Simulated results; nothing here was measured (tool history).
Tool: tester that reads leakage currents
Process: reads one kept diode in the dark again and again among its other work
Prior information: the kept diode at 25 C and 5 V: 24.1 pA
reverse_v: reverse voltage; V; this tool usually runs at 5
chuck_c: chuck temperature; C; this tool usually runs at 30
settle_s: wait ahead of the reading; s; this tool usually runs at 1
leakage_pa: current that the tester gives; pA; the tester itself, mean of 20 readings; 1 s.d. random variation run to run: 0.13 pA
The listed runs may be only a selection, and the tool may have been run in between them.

run,hour,reverse_v,chuck_c,settle_s,leakage_pa
1,0,5,30,1,38.74
2,139.5,3.78,30,1,32.88
3,359.3,3.78,30,1,32.85
4,555.5,9.87,30,1,60.08
5,689.4,9.87,30,1,60.1
6,849.9,5,30,1,39.66
# hour 875.2: chuck's temperature calibrated
7,1034.6,5,30,1,40.13
8,1175.8,13.1,30,1,73.9
9,1310.7,13.53,30,1,75.27
10,1457.7,5,37,1,69.77
11,1681.3,5,37,1,70.25
12,1793,5,47,1,148.62
# hour 1874.6: tester calibrated
13,1938.1,1.15,37,9.24,29.4
14,2099,5.5,22,0.47,26.3
# hour 2185.4: chuck's temperature calibrated, once more
15,2234.7,2.33,56,0.32,177.62
16,2463.5,2.33,56,0.32,178.23
17,2674.3,2.33,56,0.32,178.52
18,2826,2.33,56,2.58,175.86
19,2932.1,2.33,56,2.58,176.37
20,3085.7,2.33,56,2.58,176.74
21,3311.2,5.39,57,1.46,313
22,3488.4,19.25,47,1.8,333.14

Pick out some run-to-run changes in leakage_pa. Of each, how much would a tool without hidden state show as well, from the settings, what came in and chance, and how much is left for the hidden state and any gauge scatter not in both results compared?
Hidden conditions of the tool in this case: stray current of the dirty probe card, pA a volt; current scale over the true one, %; true chuck temperature over the reading, C; drift of the gauge itself on leakage_pa, %.
Run 12 -> 13: reverse_v 5 -> 1.15, chuck_c 47 -> 37, settle_s 1 -> 9.24, tester calibrated. leakage_pa -119.22 pA: hidden state -2.77, all else -116.45.
Run 14 -> 15: reverse_v 5.5 -> 2.33, chuck_c 22 -> 56, settle_s 0.47 -> 0.32, chuck's temperature calibrated, once more. leakage_pa +151.32 pA: hidden state -1.93, all else +153.25.
Run 20 -> 21: reverse_v 2.33 -> 5.39, chuck_c 56 -> 57, settle_s 2.58 -> 1.46. leakage_pa +136.26 pA: hidden state +2.67, all else +133.59.
Run 21 -> 22: reverse_v 5.39 -> 19.25, chuck_c 57 -> 47, settle_s 1.46 -> 1.8. leakage_pa +20.14 pA: hidden state +4.81, all else +15.33.
